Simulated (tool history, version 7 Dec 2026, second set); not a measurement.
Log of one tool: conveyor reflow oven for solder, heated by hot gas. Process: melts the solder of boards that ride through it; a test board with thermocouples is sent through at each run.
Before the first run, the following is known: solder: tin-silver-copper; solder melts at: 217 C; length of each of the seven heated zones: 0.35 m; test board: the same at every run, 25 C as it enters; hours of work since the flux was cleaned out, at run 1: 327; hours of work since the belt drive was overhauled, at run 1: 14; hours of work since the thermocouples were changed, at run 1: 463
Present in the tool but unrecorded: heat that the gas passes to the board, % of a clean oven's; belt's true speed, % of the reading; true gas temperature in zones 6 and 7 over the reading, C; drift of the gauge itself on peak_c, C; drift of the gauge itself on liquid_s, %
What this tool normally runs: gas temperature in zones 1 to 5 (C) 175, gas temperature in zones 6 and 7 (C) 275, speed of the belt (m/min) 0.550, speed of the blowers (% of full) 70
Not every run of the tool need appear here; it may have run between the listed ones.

run	hour	gas temperature in zones 1 to 5 (C)	gas temperature in zones 6 and 7 (C)	speed of the belt (m/min)	speed of the blowers (% of full)	hours of work since the flux was cleaned out	hours of work since the belt drive was overhauled	hours of work since the thermocouples were changed	highest temperature of the board (C)	time above the solder's melting point (s)
1	0.0	175	275	0.550	70	327	14	463	259.8	62.54
2	11.9	175	275	0.550	70	335	21	471	259.5	62.59
# hour 18.7: flux residue cleaned out of gas plates and filters
3	27.2	175	275	0.550	70	6	28	478	259.7	62.53
4	39.7	175	275	0.550	70	14	36	486	259.3	62.56
5	48.5	175	275	0.550	70	19	42	492	259.7	62.72
6	58.7	175	275	0.550	70	26	49	498	259.8	62.60
7	72.2	165	275	0.550	70	35	58	507	258.2	58.23
8	82.4	165	275	0.550	70	42	64	514	258.2	58.28
9	89.3	165	275	0.550	70	46	69	518	258.2	58.44
10	97.6	165	275	0.550	70	52	74	524	258.2	58.44
11	105.2	175	275	0.550	70	56	79	529	259.9	62.43
12	112.5	175	275	0.570	70	61	84	534	258.6	59.29
13	126.7	175	275	0.570	70	71	93	543	258.6	59.33
14	134.8	175	275	0.570	70	76	98	548	258.5	59.38
15	143.9	175	275	0.570	70	82	104	554	258.5	59.31
16	159.2	175	275	0.570	70	92	114	564	258.7	59.46
17	167.4	186	286	0.502	71	97	120	569	273.9	80.26
18	180.5	185	275	0.444	55	106	128	578	264.6	85.85
19	187.7	167	275	0.509	70	110	133	583	260.9	65.95
20	195.5	161	280	0.537	53	115	138	588	258.6	58.29
21	210.1	181	283	0.553	85	125	148	597	270.2	69.66
22	223.3	181	283	0.553	85	134	156	606	270.1	69.50
23	231.2	181	283	0.553	85	139	161	611	270.0	69.61
24	241.5	181	283	0.553	85	145	168	618	269.9	69.62
25	253.8	180	286	0.553	85	154	176	626	272.8	70.23
26	264.0	175	268	0.596	81	160	183	632	253.0	53.46
27	271.2	175	275	0.481	62	165	187	637	262.2	73.90
28	282.3	163	285	0.604	87	172	195	644	266.8	56.92

Expected results for the next run?
29	291.9	175	275	0.552	70	178	201	651	?	?

highest temperature of the board (C): 259.7
time above the solder's melting point (s): 62.19
Take away the tool's hidden state, keep the run-to-run variation as it was, and the same run would have given highest temperature of the board (C) 259.7, time above the solder's melting point (s) 62.21.

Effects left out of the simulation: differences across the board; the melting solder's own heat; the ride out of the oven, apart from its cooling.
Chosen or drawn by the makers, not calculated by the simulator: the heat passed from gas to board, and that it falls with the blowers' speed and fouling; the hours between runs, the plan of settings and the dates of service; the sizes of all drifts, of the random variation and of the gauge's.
